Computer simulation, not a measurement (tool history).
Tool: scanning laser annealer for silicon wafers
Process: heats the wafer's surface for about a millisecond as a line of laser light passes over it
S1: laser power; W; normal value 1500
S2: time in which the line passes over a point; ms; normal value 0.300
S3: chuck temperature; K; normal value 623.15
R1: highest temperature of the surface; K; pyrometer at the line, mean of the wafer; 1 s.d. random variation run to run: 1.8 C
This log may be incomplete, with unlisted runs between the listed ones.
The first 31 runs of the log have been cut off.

run   hour    S1     S2      S3       R1
 32  534.0  1531  0.291  637.15  1470.15
 33  553.7  1531  0.291  637.15  1472.15
 34  566.5  1565  0.300  623.15  1494.15
 35  586.6  1565  0.300  623.15  1493.15
 36  608.1  1565  0.300  623.15  1493.15
 37  623.0  1359  0.300  587.15  1313.15
 38  644.5  1471  0.221  623.15  1307.15
 39  662.6  1566  0.265  625.15  1439.15
 40  673.5  1461  0.265  625.15  1370.15

Forecast each of these 4 alternatives for the next run:
  A  689.2  1473  0.340  588.15   ?
  B  689.2  1611  0.213  610.15   ?
  C  689.2  1339  0.265  625.15   ?
  D  689.2  1462  0.235  623.15   ?

run       R1
  A  1445.15
  B  1363.15
  C  1293.15
  D  1325.15
Stripped of hidden state, with their random variation kept, the same runs would have yielded:
run       R1
  A  1454.15
  B  1371.15
  C  1300.15
  D  1333.15
